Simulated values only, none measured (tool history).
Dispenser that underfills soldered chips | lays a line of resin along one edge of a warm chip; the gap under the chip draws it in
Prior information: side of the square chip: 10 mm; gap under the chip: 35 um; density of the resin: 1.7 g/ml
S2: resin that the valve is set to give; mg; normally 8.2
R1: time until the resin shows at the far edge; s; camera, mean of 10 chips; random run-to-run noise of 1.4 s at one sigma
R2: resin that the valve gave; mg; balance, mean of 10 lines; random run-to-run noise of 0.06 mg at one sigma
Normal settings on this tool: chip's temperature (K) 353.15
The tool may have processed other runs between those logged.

{"run": 1, "day": 0.0, "chip's temperature (K)": 353.15, "S2": 8.2, "R1": 239.7, "R2": 8.24}
{"day": 0.029, "done": "new syringe of resin"}
{"run": 2, "day": 0.317, "chip's temperature (K)": 361.15, "S2": 8.2, "R1": 158.8, "R2": 8.25}
{"day": 0.517, "done": "new syringe of resin"}
{"run": 3, "day": 0.662, "chip's temperature (K)": 361.15, "S2": 8.2, "R1": 135.2, "R2": 8.16}
{"run": 4, "day": 0.946, "chip's temperature (K)": 353.15, "S2": 10.35, "R1": 225.6, "R2": 10.33}
{"day": 0.996, "done": "new syringe of resin"}
{"run": 5, "day": 1.208, "chip's temperature (K)": 353.15, "S2": 8.2, "R1": 187.7, "R2": 8.05}
{"day": 1.471, "done": "new syringe of resin"}
{"run": 6, "day": 1.529, "chip's temperature (K)": 353.15, "S2": 8.2, "R1": 155.3, "R2": 8.08}
{"run": 7, "day": 1.842, "chip's temperature (K)": 353.15, "S2": 8.43, "R1": 220.5, "R2": 8.32}
{"day": 1.954, "done": "new syringe of resin"}
{"run": 8, "day": 2.204, "chip's temperature (K)": 353.15, "S2": 8.43, "R1": 196.6, "R2": 8.31}
{"run": 9, "day": 2.408, "chip's temperature (K)": 349.15, "S2": 7, "R1": 291.8, "R2": 6.82}
{"day": 2.45, "done": "new syringe of resin"}
{"run": 10, "day": 2.7, "chip's temperature (K)": 352.15, "S2": 8.11, "R1": 201.2, "R2": 7.86}
{"day": 2.929, "done": "new syringe of resin"}
{"run": 11, "day": 3.075, "chip's temperature (K)": 353.15, "S2": 9.76, "R1": 170.4, "R2": 9.44}

Below are 3 alternative next runs, each starting from the tool's condition after run 11. Predict each:
{"run": "A", "day": 3.233, "chip's temperature (K)": 367.15, "S2": 10.6, "R1": "?", "R2": "?"}
{"run": "B", "day": 3.233, "chip's temperature (K)": 359.15, "S2": 7.25, "R1": "?", "R2": "?"}
{"run": "C", "day": 3.233, "chip's temperature (K)": 363.15, "S2": 9.07, "R1": "?", "R2": "?"}

run=A R1=135.1 R2=10.24
run=B R1=184.6 R2=7.03
run=C R1=153.6 R2=8.82
With the hidden condition removed and each run's random variation left untouched, the same runs would have given:
run=A R1=90.7 R2=10.62
run=B R1=122.3 R2=7.29
run=C R1=102.7 R2=9.15
